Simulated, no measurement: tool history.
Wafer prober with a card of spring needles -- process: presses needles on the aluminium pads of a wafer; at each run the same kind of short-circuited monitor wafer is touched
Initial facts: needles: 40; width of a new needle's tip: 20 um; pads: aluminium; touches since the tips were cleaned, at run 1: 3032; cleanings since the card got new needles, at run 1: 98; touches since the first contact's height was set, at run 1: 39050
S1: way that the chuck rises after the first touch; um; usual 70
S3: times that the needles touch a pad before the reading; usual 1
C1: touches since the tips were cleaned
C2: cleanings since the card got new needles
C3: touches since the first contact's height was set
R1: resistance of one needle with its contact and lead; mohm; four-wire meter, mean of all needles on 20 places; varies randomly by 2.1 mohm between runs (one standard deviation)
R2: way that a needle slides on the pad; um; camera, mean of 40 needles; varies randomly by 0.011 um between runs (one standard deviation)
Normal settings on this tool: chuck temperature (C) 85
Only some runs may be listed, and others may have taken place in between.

Run 1, hour 0: usual settings; C1 3032; C2 98; C3 39050. Result: R1 235 mohm, R2 10.89 um.
At hour 18.2: tips cleaned on abrasive film.
At hour 47.3: tips cleaned on abrasive film.
Run 2, hour 69.4: usual settings; C1 7185; C2 100; C3 61482. Result: R1 232 mohm, R2 10.88 um.
At hour 75.7: tips cleaned on abrasive film.
At hour 103.3: tips cleaned on abrasive film.
Run 3, hour 109.2: usual settings; C1 1934; C2 102; C3 74308. Result: R1 233 mohm, R2 10.85 um.
At hour 126.5: height of the first contact set anew.
At hour 133.1: tips cleaned on abrasive film.
At hour 164.1: tips cleaned on abrasive film.
Run 4, hour 178.3: usual settings but chuck temperature (C) 42; C1 4617; C2 104; C3 16724. Result: R1 223 mohm, R2 10.84 um.
At hour 196.8: tips cleaned on abrasive film.
At hour 227.8: tips cleaned on abrasive film.
At hour 254.6: tips cleaned on abrasive film.
Run 5, hour 254.6: usual settings but chuck temperature (C) 42; C1 0; C2 107; C3 41359. Result: R1 223 mohm, R2 10.82 um.
At hour 285.8: tips cleaned on abrasive film.
Run 6, hour 290.7: usual settings but chuck temperature (C) 42, S3 2; C1 1579; C2 108; C3 53007. Result: R1 221 mohm, R2 10.8 um.
At hour 313.7: tips cleaned on abrasive film.
Run 7, hour 328.2: usual settings but chuck temperature (C) 42, S3 2; C1 4676; C2 109; C3 65118. Result: R1 228 mohm, R2 10.78 um.
At hour 343.8: tips cleaned on abrasive film.
At hour 375.3: tips cleaned on abrasive film.
At hour 375.6: height of the first contact set anew.
Run 8, hour 381.5: usual settings but chuck temperature (C) 42, S3 2; C1 1903; C2 111; C3 1903. Result: R1 222 mohm, R2 10.78 um.
At hour 402.3: tips cleaned on abrasive film.
At hour 434.2: tips cleaned on abrasive film.
Run 9, hour 456.3: usual settings but chuck temperature (C) 42, S3 2; C1 7158; C2 113; C3 26082. Result: R1 225 mohm, R2 10.75 um.
At hour 461: tips cleaned on abrasive film.
At hour 488.4: tips cleaned on abrasive film.
At hour 520.8: tips cleaned on abrasive film.
Run 10, hour 525.3: usual settings but chuck temperature (C) 42, S3 2; C1 1434; C2 116; C3 48323. Result: R1 225 mohm, R2 10.75 um.
At hour 552.2: tips cleaned on abrasive film.
At hour 579.4: tips cleaned on abrasive film.
Run 11, hour 579.4: usual settings but chuck temperature (C) 42, S3 2; C1 12; C2 118; C3 65802. Result: R1 224 mohm, R2 10.74 um.
At hour 608.3: tips cleaned on abrasive film.
At hour 622.2: height of the first contact set anew.
Run 12, hour 622.2: usual settings but chuck temperature (C) 35; C1 4418; C2 119; C3 0. Result: R1 226 mohm, R2 10.72 um.
At hour 638.8: tips cleaned on abrasive film.
At hour 666.9: tips cleaned on abrasive film.
Run 13, hour 684.4: usual settings; C1 5656; C2 121; C3 20065. Result: R1 232 mohm, R2 10.71 um.
At hour 695.1: tips cleaned on abrasive film.
At hour 722.5: tips cleaned on abrasive film.
Run 14, hour 730.5: usual settings; C1 2575; C2 123; C3 34934. Result: R1 235 mohm, R2 10.69 um.
At hour 755: tips cleaned on abrasive film.
Run 15, hour 774.4: usual settings; C1 6284; C2 124; C3 49124. Result: R1 236 mohm, R2 10.68 um.
At hour 786: tips cleaned on abrasive film.
At hour 814: tips cleaned on abrasive film.
Run 16, hour 833.1: usual settings but S1 57 um, S3 3; C1 6195; C2 126; C3 68088. Result: R1 239 mohm, R2 8.7 um.

Predict the results of run 17:
At hour 842.5: tips cleaned on abrasive film.
At hour 871.8: tips cleaned on abrasive film.
At hour 872.1: height of the first contact set anew.
At hour 900.9: tips cleaned on abrasive film.
Run 17, hour 908.1: usual settings but S1 57 um, S3 3; C1 2310; C2 129; C3 11608. Result: R1 ?, R2 ?.

{"run 17": {"R1": 237, "R2": 8.66}}
Take away the tool's hidden state, keep the run-to-run variation as it was, and the same run would have given R1 237 mohm, R2 8.86 um.
